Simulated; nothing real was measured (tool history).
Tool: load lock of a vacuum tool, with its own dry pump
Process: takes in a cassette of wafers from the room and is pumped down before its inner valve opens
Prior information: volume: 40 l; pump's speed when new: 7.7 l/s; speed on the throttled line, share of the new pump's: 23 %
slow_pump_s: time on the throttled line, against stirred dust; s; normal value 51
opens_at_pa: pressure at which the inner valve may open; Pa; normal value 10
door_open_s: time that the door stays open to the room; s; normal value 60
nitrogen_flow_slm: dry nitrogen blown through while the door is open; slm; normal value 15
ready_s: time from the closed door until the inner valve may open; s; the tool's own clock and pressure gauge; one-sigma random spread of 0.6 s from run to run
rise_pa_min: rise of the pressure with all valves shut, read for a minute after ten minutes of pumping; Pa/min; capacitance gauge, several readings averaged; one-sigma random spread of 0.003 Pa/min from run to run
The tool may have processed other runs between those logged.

| run | day | slow_pump_s | opens_at_pa | door_open_s | nitrogen_flow_slm | incoming humidity of the room's air, % | ready_s | rise_pa_min |
|---|---|---|---|---|---|---|---|---|
| 1 | 0 | 51 | 10 | 60 | 15 | 47.5 | 89.3 | 0.073 |
| 2 | 14.65 | 51 | 10 | 60 | 15 | 44 | 89.2 | 0.068 |
| 3 | 28.825 | 51 | 10 | 60 | 15 | 48.3 | 91.7 | 0.069 |
| 4 | 42.583 | 51 | 10 | 60 | 15 | 45.1 | 91 | 0.07 |
| 5 | 54.067 | 51 | 10 | 60 | 15 | 45.2 | 90.6 | 0.078 |
| 6 | 73.638 | 51 | 10 | 60 | 8 | 45 | 92.1 | 0.085 |
| 7 | 83.596 | 31 | 10 | 60 | 15 | 44.2 | 75.4 | 0.085 |
| 8 | 101.079 | 31 | 10 | 60 | 15 | 43.7 | 76.2 | 0.083 |
| 9 | 116.846 | 31 | 10 | 60 | 15 | 43.3 | 76.2 | 0.085 |
| 10 | 129.017 | 51 | 9 | 60 | 15 | 43.1 | 92.2 | 0.094 |
| 11 | 138.254 | 74 | 10 | 60 | 15 | 43.7 | 108.8 | 0.092 |
| 12 | 153.612 | 74 | 10 | 60 | 15 | 45.5 | 108.3 | 0.093 |
| 13 | 164.412 | 55 | 10 | 60 | 15 | 46.8 | 94 | 0.1 |
| 14 | 182.654 | 55 | 10 | 60 | 15 | 44.2 | 94.7 | 0.094 |
| 15 | 199.362 | 51 | 10 | 60 | 15 | 46.4 | 92.2 | 0.104 |
| 16 | 211.012 | 51 | 10 | 60 | 15 | 40.9 | 94.4 | 0.096 |
| 17 | 223.717 | 51 | 10 | 60 | 15 | 46.6 | 92.7 | 0.106 |
| 18 | 241.175 | 51 | 12 | 60 | 15 | 46.7 | 91 | 0.11 |
| 19 | 257.304 | 51 | 10 | 60 | 15 | 45.9 | 92.6 | 0.115 |
| 20 | 267.779 | 51 | 10 | 60 | 15 | 41.8 | 95.1 | 0.114 |
| 21 | 284.021 | 51 | 10 | 60 | 15 | 46.9 | 94.4 | 0.121 |
| 22 | 292.4 | 92 | 11 | 60 | 14 | 46.7 | 122.2 | 0.121 |
| 23 | 307.058 | 26 | 9 | 43 | 24 | 45.5 | 76.6 | 0.116 |
| 24 | 322.858 | 51 | 8 | 60 | 15 | 45.2 | 96 | 0.121 |
| 25 | 338.55 | 36 | 11 | 28 | 6 | 42.1 | 82.9 | 0.127 |
| 26 | 357.658 | 87 | 13 | 74 | 6 | 44.8 | 119.8 | 0.15 |
| 27 | 369.088 | 89 | 10 | 60 | 15 | 48.7 | 121.8 | 0.143 |
| 28 | 379.938 | 83 | 10 | 60 | 7 | 46.7 | 116.9 | 0.148 |
| 29 | 396.858 | 83 | 10 | 81 | 7 | 47 | 118.9 | 0.165 |
| 30 | 407.262 | 30 | 10 | 151 | 7 | 46.3 | 81 | 0.19 |
| 31 | 420.3 | 30 | 10 | 151 | 7 | 49.3 | 80.2 | 0.196 |
| 32 | 434.283 | 39 | 11 | 151 | 7 | 46 | 86.5 | 0.194 |
| 33 | 443.75 | 51 | 10 | 218 | 15 | 46 | 95.5 | 0.21 |
| 34 | 453.854 | 101 | 10 | 168 | 15 | 43.4 | 131 | 0.185 |
| 35 | 469.383 | 45 | 17 | 87 | 5 | 42.5 | 88.7 | 0.185 |
| 36 | 481.525 | 45 | 17 | 87 | 5 | 43.8 | 88.7 | 0.185 |
| 37 | 496.033 | 42 | 17 | 87 | 41 | 46.9 | 86.3 | 0.174 |

Below are 3 alternative next runs, each starting from the tool's condition after run 37. Predict each:
| A | 504.683 | 37 | 17 | 215 | 15 | 46.7 | ? | ? |
| B | 504.683 | 52 | 9 | 60 | 10 | 45.5 | ? | ? |
| C | 504.683 | 27 | 17 | 87 | 41 | 46.9 | ? | ? |

| run | ready_s | rise_pa_min |
|---|---|---|
| A | 83.4 | 0.214 |
| B | 97.7 | 0.184 |
| C | 76.4 | 0.174 |
Without the tool's unlogged condition, the same runs would have read:
| run | ready_s | rise_pa_min |
|---|---|---|
| A | 74 | 0.068 |
| B | 88.3 | 0.038 |
| C | 66.4 | 0.03 |
